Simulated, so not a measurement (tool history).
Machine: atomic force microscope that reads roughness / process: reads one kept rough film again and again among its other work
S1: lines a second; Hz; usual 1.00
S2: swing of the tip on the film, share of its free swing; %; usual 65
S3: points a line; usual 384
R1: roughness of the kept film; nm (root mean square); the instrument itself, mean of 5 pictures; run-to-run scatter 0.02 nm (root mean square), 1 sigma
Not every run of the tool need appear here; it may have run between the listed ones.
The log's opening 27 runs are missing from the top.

run 28 hour=754.8 | S1=1.36 S2=68 S3=479 | R1=4.963
run 29 hour=784.2 | S1=2.20 S2=82 S3=348 | R1=4.557
run 30 hour=804.6 | S1=2.20 S2=82 S3=348 | R1=4.528
run 31 hour=830.9 | S1=1.53 S2=58 S3=384 | R1=4.973
run 32 hour=850.4 | S1=0.89 S2=73 S3=447 | R1=4.921
-- hour=885.1 new tip fitted
run 33 hour=889.1 | S1=2.66 S2=65 S3=384 | R1=4.820
run 34 hour=917.5 | S1=1.48 S2=78 S3=384 | R1=4.767
run 35 hour=942.5 | S1=1.48 S2=78 S3=384 | R1=4.796
run 36 hour=975.5 | S1=1.00 S2=66 S3=768 | R1=5.079
run 37 hour=1010.7 | S1=1.00 S2=66 S3=768 | R1=5.010
run 38 hour=1034.1 | S1=0.66 S2=61 S3=544 | R1=5.057
run 39 hour=1063.8 | S1=1.00 S2=64 S3=384 | R1=4.996
-- hour=1095.1 new tip fitted
run 40 hour=1096.0 | S1=1.00 S2=64 S3=477 | R1=5.037
run 41 hour=1134.2 | S1=2.25 S2=89 S3=301 | R1=4.306
run 42 hour=1170.4 | S1=1.72 S2=89 S3=301 | R1=4.458
run 43 hour=1206.3 | S1=1.00 S2=75 S3=852 | R1=4.937
run 44 hour=1235.5 | S1=1.00 S2=75 S3=852 | R1=4.938
run 45 hour=1266.7 | S1=0.98 S2=88 S3=320 | R1=4.711
run 46 hour=1294.7 | S1=2.48 S2=84 S3=724 | R1=4.475
-- hour=1304.2 new tip fitted
run 47 hour=1327.3 | S1=2.48 S2=84 S3=724 | R1=4.412

Each row is a separate what-if for the run after 47, all from the same tool condition, not one after another. Results?
run A hour=1361.0 | S1=2.48 S2=84 S3=636 | R1=?
run B hour=1361.0 | S1=1.00 S2=80 S3=384 | R1=?
run C hour=1361.0 | S1=1.32 S2=84 S3=724 | R1=?

run=A R1=4.440
run=B R1=4.813
run=C R1=4.755
What these runs would have given with no unlogged condition in the tool:
run=A R1=4.443
run=B R1=4.816
run=C R1=4.759

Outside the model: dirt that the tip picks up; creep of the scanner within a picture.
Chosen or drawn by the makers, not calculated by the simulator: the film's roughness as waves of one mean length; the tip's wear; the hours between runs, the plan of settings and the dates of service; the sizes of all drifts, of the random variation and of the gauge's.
